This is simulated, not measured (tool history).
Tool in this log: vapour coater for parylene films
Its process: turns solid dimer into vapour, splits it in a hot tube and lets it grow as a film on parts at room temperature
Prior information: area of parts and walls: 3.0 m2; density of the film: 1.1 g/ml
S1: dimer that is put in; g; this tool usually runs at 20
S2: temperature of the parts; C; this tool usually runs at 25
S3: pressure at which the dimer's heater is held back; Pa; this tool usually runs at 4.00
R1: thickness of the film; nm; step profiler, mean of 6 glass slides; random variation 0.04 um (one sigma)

run    hour  S1  S2     S3    R1
  1     0.0  20  25   4.00  3870
  2    30.5  20  25   4.00  3930
  3    65.9  20  25   4.00  3880
  4   104.8  20  25  11.29  3170
  5   142.7  20  25   4.00  3850
  6   183.6  20  25   4.00  3790
  7   215.2  20  25   9.02  3200
  8   240.9  20  25   9.02  3230
      266.9  -- trap's valve overhauled
  9   275.2  20  25   9.02  3080
 10   298.7  20  25   9.02  3050
      306.2  -- table's thermometer calibrated
 11   336.6  20  25   9.02  3350
 12   363.9  20  25  10.38  3240
 13   407.3  20  25  10.38  3260
 14   436.9  20  25  10.38  3220
 15   480.1  16  21   4.00  3720
 16   503.4  26  21   4.00  5980
 17   546.3  20  21   7.05  4100
      588.1  -- trap's valve overhauled, once more
 18   599.0  20  21   7.05  4720
 19   637.5  33  25  11.10  5790
 20   660.0  12  25   4.30  2560
 21   697.6  11  33   4.30  1550
 22   747.0  11  33   4.30  1500
 23   792.2  11  33   4.30  1560
 24   828.9  16  25   4.30  3280
 25   853.4  16  25   4.30  3250
 26   902.2  17  24  11.10  2960
 27   954.3  17  24  11.10  2960
 28  1003.3  17  24  11.10  2970

Alternative continuations, all from the tool just after run 28; predict every row:
  A  1045.4  21  19   8.96   ?
  B  1045.4  20  25   9.32   ?
  C  1045.4  17  27   7.02   ?
  D  1045.4  13  26  10.78   ?

run    R1
  A  4760
  B  3400
  C  2740
  D  2040
Without the tool's hidden state the same runs would have given:
run    R1
  A  5200
  B  3720
  C  3000
  D  2240
